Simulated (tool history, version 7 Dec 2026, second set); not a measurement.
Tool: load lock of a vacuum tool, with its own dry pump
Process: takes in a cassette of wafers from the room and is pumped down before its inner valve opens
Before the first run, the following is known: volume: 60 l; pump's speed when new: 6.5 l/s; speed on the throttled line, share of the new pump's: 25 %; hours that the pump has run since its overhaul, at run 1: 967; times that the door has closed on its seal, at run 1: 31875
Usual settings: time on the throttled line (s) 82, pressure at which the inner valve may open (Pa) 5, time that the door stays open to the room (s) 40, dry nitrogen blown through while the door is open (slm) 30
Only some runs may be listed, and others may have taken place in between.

run	hour	time on the throttled line (s)	pressure at which the inner valve may open (Pa)	time that the door stays open to the room (s)	dry nitrogen blown through while the door is open (slm)	hours that the pump has run since its overhaul	times that the door has closed on its seal	incoming humidity of the room's air, %	time from the closed door until the inner valve may open (s)	rise of the pressure with all valves shut (Pa/min)
1	0.0	82	5	40	30	967	31875	39.5	155.5	0.180
2	117.3	82	5	29	30	1085	32424	44.7	157.4	0.182
3	229.2	82	5	29	30	1197	32947	48.3	157.3	0.184
4	299.6	82	5	40	30	1267	33277	46.9	154.7	0.188
5	374.3	82	5	40	30	1342	33626	41.0	156.0	0.188
6	484.9	82	5	40	30	1452	34143	43.5	157.9	0.193
7	547.3	82	5	40	30	1515	34435	42.5	156.5	0.200
8	646.3	82	5	113	30	1614	34899	42.8	154.8	0.206
9	727.3	82	5	113	30	1695	35278	46.6	157.9	0.216
10	840.2	82	5	113	30	1808	35806	46.3	156.1	0.221
11	952.0	106	5	40	30	1919	36329	41.6	175.6	0.208
12	1013.0	82	8	40	30	1980	36614	47.6	152.2	0.217
13	1108.8	82	8	40	30	2076	37063	42.9	151.8	0.225
14	1201.7	82	8	40	30	2169	37497	45.4	153.0	0.220
15	1297.3	82	8	40	30	2265	37944	46.7	151.4	0.230
16	1382.3	77	6	40	11	2350	38342	46.4	154.4	0.239
17	1493.3	77	6	40	11	2461	38861	43.4	151.6	0.233
18	1614.6	119	5	64	30	2582	39429	46.6	184.7	0.245
19	1707.5	82	7	40	33	2675	39864	42.4	153.0	0.238
20	1832.4	82	7	40	33	2800	40448	44.1	154.6	0.248
21	1960.0	104	5	27	20	2927	41045	45.2	173.9	0.260
22	2078.4	128	5	92	14	3046	41599	43.4	192.8	0.273
23	2168.2	128	5	92	14	3136	42019	44.0	193.1	0.291
24	2227.6	101	5	109	9	3195	42297	50.5	170.8	0.295
25	2291.7	82	9	30	30	3259	42597	41.5	151.6	0.268
# hour 2347.6: door's seal changed, seat wiped
26	2400.3	82	9	30	30	3366	247	46.7	153.1	0.017
27	2452.5	82	9	30	30	3418	491	44.9	152.3	0.015
28	2557.9	82	9	30	30	3524	984	42.7	150.6	0.011

Alternative continuations, all from the tool just after run 28; predict every row:
A	2632.5	82	5	36	30	3598	1333	42.8	?	?
B	2632.5	96	9	119	26	3598	1333	43.9	?	?
C	2632.5	128	9	30	30	3598	1333	44.1	?	?
D	2632.5	82	9	30	22	3598	1333	40.4	?	?

run	time from the closed door until the inner valve may open (s)	rise of the pressure with all valves shut (Pa/min)
A	159.6	0.022
B	160.5	0.033
C	186.0	0.017
D	151.3	0.020
Take away the tool's hidden state, keep each run's random variation, and the runs would have read:
run	time from the closed door until the inner valve may open (s)	rise of the pressure with all valves shut (Pa/min)
A	155.6	0.020
B	157.3	0.031
C	183.1	0.014
D	147.8	0.018
